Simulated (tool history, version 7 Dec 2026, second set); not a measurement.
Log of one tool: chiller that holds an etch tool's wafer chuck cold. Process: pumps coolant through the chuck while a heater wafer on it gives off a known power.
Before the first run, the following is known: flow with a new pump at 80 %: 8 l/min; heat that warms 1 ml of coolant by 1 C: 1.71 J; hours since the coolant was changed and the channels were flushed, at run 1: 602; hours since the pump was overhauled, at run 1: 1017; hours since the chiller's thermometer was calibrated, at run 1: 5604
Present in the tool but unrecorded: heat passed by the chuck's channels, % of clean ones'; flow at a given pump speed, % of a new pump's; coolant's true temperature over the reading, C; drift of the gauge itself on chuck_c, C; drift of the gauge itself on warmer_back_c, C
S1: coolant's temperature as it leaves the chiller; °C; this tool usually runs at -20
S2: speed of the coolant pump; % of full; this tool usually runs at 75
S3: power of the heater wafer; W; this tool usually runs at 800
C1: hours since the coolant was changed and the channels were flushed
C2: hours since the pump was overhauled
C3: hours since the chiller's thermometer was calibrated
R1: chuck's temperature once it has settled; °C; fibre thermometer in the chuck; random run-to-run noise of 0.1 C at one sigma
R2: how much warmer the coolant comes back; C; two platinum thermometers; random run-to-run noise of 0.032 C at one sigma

| run | day | S1 | S2 | S3 | C1 | C2 | C3 | R1 | R2 |
|---|---|---|---|---|---|---|---|---|---|
| 1 | 0.000 | -20 | 75 | 800 | 602 | 1017 | 5604 | -10.0 | 3.69 |
| 2 | 1.967 | -20 | 75 | 800 | 649 | 1064 | 5651 | -10.1 | 3.74 |
| 3 | 4.529 | -20 | 75 | 800 | 711 | 1125 | 5713 | -10.1 | 3.68 |
|  | 5.721 | chiller's thermometer calibrated |
| 4 | 7.417 | -20 | 75 | 800 | 779 | 1194 | 41 | -10.0 | 3.78 |
| 5 | 9.683 | -20 | 85 | 800 | 834 | 1248 | 95 | -11.1 | 3.30 |
| 6 | 11.908 | -20 | 75 | 800 | 887 | 1301 | 148 | -10.1 | 3.78 |
| 7 | 13.383 | -20 | 75 | 800 | 922 | 1337 | 184 | -10.0 | 3.77 |
| 8 | 15.429 | -20 | 75 | 800 | 971 | 1386 | 233 | -10.1 | 3.75 |
| 9 | 18.571 | -20 | 75 | 800 | 1047 | 1461 | 308 | -10.1 | 3.75 |
| 10 | 20.408 | -20 | 75 | 549 | 1091 | 1505 | 352 | -13.1 | 2.61 |
| 11 | 22.946 | -20 | 75 | 549 | 1152 | 1566 | 413 | -13.2 | 2.61 |
| 12 | 25.375 | -20 | 61 | 800 | 1210 | 1625 | 472 | -8.5 | 4.69 |
| 13 | 27.196 | -20 | 61 | 800 | 1254 | 1668 | 515 | -8.6 | 4.67 |
| 14 | 29.429 | -14 | 61 | 800 | 1307 | 1722 | 569 | -2.5 | 4.66 |
| 15 | 32.804 | -14 | 61 | 800 | 1388 | 1803 | 650 | -2.5 | 4.70 |
| 16 | 34.233 | -20 | 75 | 800 | 1423 | 1837 | 684 | -10.0 | 3.78 |
| 17 | 36.562 | -20 | 75 | 475 | 1479 | 1893 | 740 | -14.2 | 2.31 |
| 18 | 38.438 | -20 | 75 | 475 | 1524 | 1938 | 785 | -14.3 | 2.30 |
| 19 | 41.217 | -20 | 88 | 707 | 1590 | 2005 | 852 | -12.2 | 2.91 |
| 20 | 44.012 | -11 | 62 | 800 | 1657 | 2072 | 919 | 0.4 | 4.65 |
| 21 | 45.467 | -12 | 62 | 800 | 1692 | 2107 | 954 | -0.6 | 4.67 |
| 22 | 47.862 | -20 | 70 | 817 | 1750 | 2164 | 1011 | -9.4 | 4.23 |
| 23 | 50.908 | -20 | 83 | 1129 | 1823 | 2237 | 1084 | -7.1 | 4.96 |
| 24 | 53.425 | -20 | 83 | 1129 | 1883 | 2298 | 1145 | -7.0 | 4.88 |
| 25 | 55.092 | -22 | 90 | 740 | 1923 | 2338 | 1185 | -13.9 | 2.98 |
| 26 | 56.612 | -11 | 62 | 543 | 1960 | 2374 | 1221 | -3.2 | 3.23 |
| 27 | 59.292 | -10 | 77 | 543 | 2024 | 2439 | 1286 | -3.4 | 2.58 |
| 28 | 61.079 | -10 | 77 | 543 | 2067 | 2482 | 1329 | -3.5 | 2.58 |
| 29 | 64.371 | -20 | 71 | 757 | 2146 | 2560 | 1408 | -10.3 | 3.91 |
| 30 | 67.629 | -26 | 99 | 767 | 2224 | 2639 | 1486 | -18.3 | 2.85 |
| 31 | 69.612 | -26 | 99 | 767 | 2272 | 2686 | 1533 | -18.3 | 2.92 |

Below are 5 alternative next runs, each starting from the tool's condition after run 31. Predict each:
| A | 72.567 | -26 | 75 | 542 | 2343 | 2757 | 1604 | ? | ? |
| B | 72.567 | -20 | 70 | 827 | 2343 | 2757 | 1604 | ? | ? |
| C | 72.567 | -19 | 80 | 1046 | 2343 | 2757 | 1604 | ? | ? |
| D | 72.567 | -12 | 67 | 667 | 2343 | 2757 | 1604 | ? | ? |
| E | 72.567 | -26 | 99 | 859 | 2343 | 2757 | 1604 | ? | ? |

| run | R1 | R2 |
|---|---|---|
| A | -19.2 | 2.68 |
| B | -9.2 | 4.34 |
| C | -6.7 | 4.72 |
| D | -2.9 | 3.67 |
| E | -17.4 | 3.22 |
With the hidden condition removed and each run's random variation left untouched, the same runs would have given:
| run | R1 | R2 |
|---|---|---|
| A | -19.2 | 2.50 |
| B | -9.2 | 4.17 |
| C | -6.7 | 4.54 |
| D | -2.9 | 3.50 |
| E | -17.5 | 3.04 |
